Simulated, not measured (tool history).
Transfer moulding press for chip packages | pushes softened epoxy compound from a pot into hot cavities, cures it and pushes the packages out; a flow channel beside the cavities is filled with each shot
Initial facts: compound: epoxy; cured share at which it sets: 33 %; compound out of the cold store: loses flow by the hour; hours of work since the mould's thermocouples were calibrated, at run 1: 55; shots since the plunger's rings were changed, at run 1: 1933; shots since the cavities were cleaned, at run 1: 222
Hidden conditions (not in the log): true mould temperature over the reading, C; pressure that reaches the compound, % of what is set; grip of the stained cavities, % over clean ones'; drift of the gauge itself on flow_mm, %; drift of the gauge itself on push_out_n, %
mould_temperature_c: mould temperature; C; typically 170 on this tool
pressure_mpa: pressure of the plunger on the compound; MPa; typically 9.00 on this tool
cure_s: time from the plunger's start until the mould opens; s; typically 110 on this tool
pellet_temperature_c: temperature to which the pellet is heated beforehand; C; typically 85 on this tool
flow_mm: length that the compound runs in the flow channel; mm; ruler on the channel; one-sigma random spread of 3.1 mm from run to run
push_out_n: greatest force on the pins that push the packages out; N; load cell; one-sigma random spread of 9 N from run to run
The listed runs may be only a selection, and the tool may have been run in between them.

| run | day | mould_temperature_c | pressure_mpa | cure_s | pellet_temperature_c | hours of work since the mould's thermocouples were calibrated | shots since the plunger's rings were changed | shots since the cavities were cleaned | incoming compound's hours out of the cold store | flow_mm | push_out_n |
|---|---|---|---|---|---|---|---|---|---|---|---|
| 1 | 0.000 | 170 | 9.00 | 110 | 85 | 55 | 1933 | 222 | 41.8 | 534 | 472 |
| 2 | 0.617 | 170 | 9.00 | 110 | 85 | 66 | 2106 | 395 | 41.3 | 529 | 552 |
| 3 | 1.042 | 170 | 9.00 | 110 | 85 | 73 | 2224 | 513 | 37.5 | 534 | 582 |
| 4 | 1.562 | 170 | 9.00 | 110 | 85 | 82 | 2370 | 659 | 18.9 | 571 | 629 |
| 5 | 2.071 | 170 | 9.00 | 110 | 85 | 91 | 2512 | 801 | 19.4 | 570 | 684 |
|  | 2.438 | cavities cleaned with cleaning compound and waxed |
| 6 | 2.721 | 170 | 9.00 | 110 | 85 | 101 | 2676 | 79 | 16.7 | 571 | 440 |
| 7 | 3.246 | 170 | 9.00 | 110 | 85 | 110 | 2824 | 227 | 47.0 | 511 | 482 |
| 8 | 3.958 | 170 | 9.00 | 110 | 85 | 122 | 3022 | 425 | 29.4 | 541 | 583 |
| 9 | 4.458 | 170 | 9.00 | 110 | 85 | 131 | 3162 | 565 | 39.2 | 529 | 590 |
| 10 | 5.033 | 170 | 9.00 | 142 | 85 | 141 | 3323 | 726 | 8.7 | 589 | 578 |
|  | 5.675 | cavities cleaned with cleaning compound and waxed |
| 11 | 5.679 | 170 | 9.00 | 142 | 85 | 151 | 3486 | 2 | 36.3 | 530 | 350 |
| 12 | 6.062 | 170 | 9.00 | 142 | 85 | 157 | 3593 | 109 | 22.1 | 556 | 392 |
| 13 | 6.746 | 170 | 9.00 | 110 | 85 | 169 | 3785 | 301 | 23.8 | 551 | 545 |
| 14 | 7.275 | 170 | 9.00 | 110 | 85 | 178 | 3932 | 448 | 45.2 | 509 | 557 |
|  | 8.054 | plunger's sealing rings changed |
| 15 | 8.108 | 171 | 10.47 | 119 | 85 | 191 | 15 | 652 | 44.1 | 577 | 562 |
| 16 | 8.596 | 171 | 10.47 | 119 | 85 | 199 | 152 | 789 | 30.0 | 606 | 584 |
|  | 9.038 | cavities cleaned with cleaning compound and waxed |
| 17 | 9.162 | 171 | 10.47 | 119 | 85 | 208 | 293 | 35 | 43.2 | 574 | 372 |
| 18 | 9.850 | 167 | 9.89 | 117 | 89 | 220 | 485 | 227 | 43.0 | 572 | 513 |
| 19 | 10.362 | 167 | 7.69 | 117 | 89 | 228 | 628 | 370 | 24.7 | 539 | 601 |

Run 20 is up next; what results do you expect?
|  | 10.492 | mould's thermocouples calibrated |
| 20 | 11.075 | 170 | 9.00 | 110 | 90 | 10 | 804 | 546 | 12.3 | ? | ? |

{"run 20": {"flow_mm": 592, "push_out_n": 607}}
With the hidden condition absent and the run-to-run variation left alone, this run would have shown flow_mm 600 mm, push_out_n 401 N.
